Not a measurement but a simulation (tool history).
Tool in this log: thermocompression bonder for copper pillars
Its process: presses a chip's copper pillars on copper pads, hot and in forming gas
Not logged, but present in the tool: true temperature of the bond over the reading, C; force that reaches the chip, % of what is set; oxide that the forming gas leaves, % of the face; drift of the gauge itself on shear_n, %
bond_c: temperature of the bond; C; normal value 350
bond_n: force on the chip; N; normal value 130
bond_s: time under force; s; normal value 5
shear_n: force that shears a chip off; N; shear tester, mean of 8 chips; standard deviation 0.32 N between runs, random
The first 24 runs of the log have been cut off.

| run | hour | bond_c | bond_n | bond_s | hours of work since the heater was calibrated | hours of work since the force cell was calibrated | hours of work since the gas filter was changed | shear_n |
|---|---|---|---|---|---|---|---|---|
| 25 | 576.6 | 361 | 153 | 12 | 471 | 941 | 15 | 68.9 |
| 26 | 596.1 | 350 | 188 | 5 | 480 | 951 | 25 | 55.9 |
| 27 | 618.9 | 344 | 96 | 5 | 492 | 962 | 36 | 27.4 |
| 28 | 637.4 | 344 | 111 | 5 | 501 | 972 | 45 | 31.9 |
| 29 | 661 | 344 | 111 | 5 | 512 | 983 | 57 | 31.8 |
| 30 | 695.9 | 348 | 111 | 11 | 530 | 1001 | 74 | 44.4 |
| 31 | 712.3 | 348 | 111 | 11 | 538 | 1009 | 82 | 44.3 |
| 32 | 735.3 | 348 | 111 | 11 | 549 | 1020 | 94 | 44 |
| 33 | 767.7 | 348 | 111 | 11 | 565 | 1036 | 110 | 44.1 |
| 34 | 801.5 | 348 | 111 | 11 | 582 | 1053 | 127 | 44.9 |
| 35 | 833.2 | 379 | 131 | 13 | 598 | 1068 | 142 | 69.4 |
| 36 | 848.5 | 343 | 130 | 8 | 605 | 1076 | 150 | 42.8 |
| 37 | 878.9 | 350 | 130 | 10 | 620 | 1091 | 165 | 49.7 |
| 38 | 913 | 369 | 139 | 3 | 637 | 1108 | 182 | 43.3 |
| 39 | 933.1 | 344 | 157 | 4 | 647 | 1118 | 192 | 40.1 |
| 40 | 958.5 | 351 | 90 | 10 | 660 | 1130 | 204 | 35.7 |

Below are 3 alternative next runs, each starting from the tool's condition after run 40. Predict each:
| A | 981.3 | 328 | 90 | 10 | 671 | 1142 | 215 | ? |
| B | 981.3 | 348 | 102 | 4 | 671 | 1142 | 215 | ? |
| C | 981.3 | 334 | 95 | 10 | 671 | 1142 | 215 | ? |

| run | shear_n |
|---|---|
| A | 26.2 |
| B | 26.7 |
| C | 29.7 |
Without the tool's hidden state the same runs would have given:
| run | shear_n |
|---|---|
| A | 26.3 |
| B | 27 |
| C | 29.9 |

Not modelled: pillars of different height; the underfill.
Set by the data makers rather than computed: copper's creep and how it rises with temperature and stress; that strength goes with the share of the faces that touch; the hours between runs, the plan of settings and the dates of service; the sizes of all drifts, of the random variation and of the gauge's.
